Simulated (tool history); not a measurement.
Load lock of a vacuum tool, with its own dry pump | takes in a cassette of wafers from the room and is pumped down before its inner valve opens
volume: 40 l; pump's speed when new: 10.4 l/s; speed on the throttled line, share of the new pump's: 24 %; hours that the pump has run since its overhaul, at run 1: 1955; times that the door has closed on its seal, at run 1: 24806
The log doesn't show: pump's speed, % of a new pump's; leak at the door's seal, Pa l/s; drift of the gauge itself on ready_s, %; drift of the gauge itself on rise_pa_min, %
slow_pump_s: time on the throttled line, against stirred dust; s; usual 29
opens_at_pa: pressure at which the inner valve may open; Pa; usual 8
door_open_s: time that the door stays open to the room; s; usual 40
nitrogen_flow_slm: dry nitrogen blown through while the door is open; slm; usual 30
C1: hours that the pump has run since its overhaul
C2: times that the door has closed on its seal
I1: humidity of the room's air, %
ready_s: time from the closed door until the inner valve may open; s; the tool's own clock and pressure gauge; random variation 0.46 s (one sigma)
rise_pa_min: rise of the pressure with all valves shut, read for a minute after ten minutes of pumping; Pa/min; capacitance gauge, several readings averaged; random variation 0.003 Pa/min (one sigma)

run 1 hour=0 | slow_pump_s=29 opens_at_pa=8 door_open_s=40 nitrogen_flow_slm=30 | C1=1955 C2=24806 | I1=46.5 | ready_s=59.5 rise_pa_min=0.071
run 2 hour=395.6 | slow_pump_s=29 opens_at_pa=8 door_open_s=40 nitrogen_flow_slm=30 | C1=2351 C2=26626 | I1=44 | ready_s=58.8 rise_pa_min=0.068
run 3 hour=614.7 | slow_pump_s=29 opens_at_pa=8 door_open_s=40 nitrogen_flow_slm=30 | C1=2570 C2=27635 | I1=45.5 | ready_s=58.8 rise_pa_min=0.072
run 4 hour=892.4 | slow_pump_s=16 opens_at_pa=8 door_open_s=40 nitrogen_flow_slm=30 | C1=2848 C2=28914 | I1=45.5 | ready_s=48.7 rise_pa_min=0.075
run 5 hour=1180.2 | slow_pump_s=16 opens_at_pa=8 door_open_s=40 nitrogen_flow_slm=30 | C1=3135 C2=30238 | I1=46.4 | ready_s=48.5 rise_pa_min=0.078
run 6 hour=1520.2 | slow_pump_s=16 opens_at_pa=8 door_open_s=40 nitrogen_flow_slm=30 | C1=3475 C2=31803 | I1=48.5 | ready_s=48.9 rise_pa_min=0.08
run 7 hour=1753.1 | slow_pump_s=16 opens_at_pa=8 door_open_s=40 nitrogen_flow_slm=30 | C1=3708 C2=32875 | I1=44.1 | ready_s=50.6 rise_pa_min=0.08
run 8 hour=2144.2 | slow_pump_s=16 opens_at_pa=8 door_open_s=40 nitrogen_flow_slm=30 | C1=4099 C2=34676 | I1=46.2 | ready_s=50.6 rise_pa_min=0.085
run 9 hour=2318.9 | slow_pump_s=16 opens_at_pa=8 door_open_s=40 nitrogen_flow_slm=30 | C1=4274 C2=35480 | I1=44.6 | ready_s=50.8 rise_pa_min=0.089
run 10 hour=2552.8 | slow_pump_s=16 opens_at_pa=8 door_open_s=40 nitrogen_flow_slm=30 | C1=4508 C2=36557 | I1=46.5 | ready_s=50.4 rise_pa_min=0.096
run 11 hour=2740.9 | slow_pump_s=39 opens_at_pa=6 door_open_s=40 nitrogen_flow_slm=14 | C1=4696 C2=37422 | I1=47 | ready_s=68.7 rise_pa_min=0.099

Measured less the same run without the tool's hidden state. The same run-to-run variation is in both; the gauge's scatter may not be:
run=1 ready_s=+0.2 rise_pa_min=+0.039
run=2 ready_s=+0.3 rise_pa_min=+0.043
run=3 ready_s=+0.4 rise_pa_min=+0.045
run=4 ready_s=+0.6 rise_pa_min=+0.049
run=5 ready_s=+0.7 rise_pa_min=+0.052
run=6 ready_s=+0.8 rise_pa_min=+0.055
run=7 ready_s=+1 rise_pa_min=+0.058
run=8 ready_s=+1.1 rise_pa_min=+0.063
run=9 ready_s=+1.3 rise_pa_min=+0.066
run=10 ready_s=+1.4 rise_pa_min=+0.067
run=11 ready_s=+1.3 rise_pa_min=+0.072
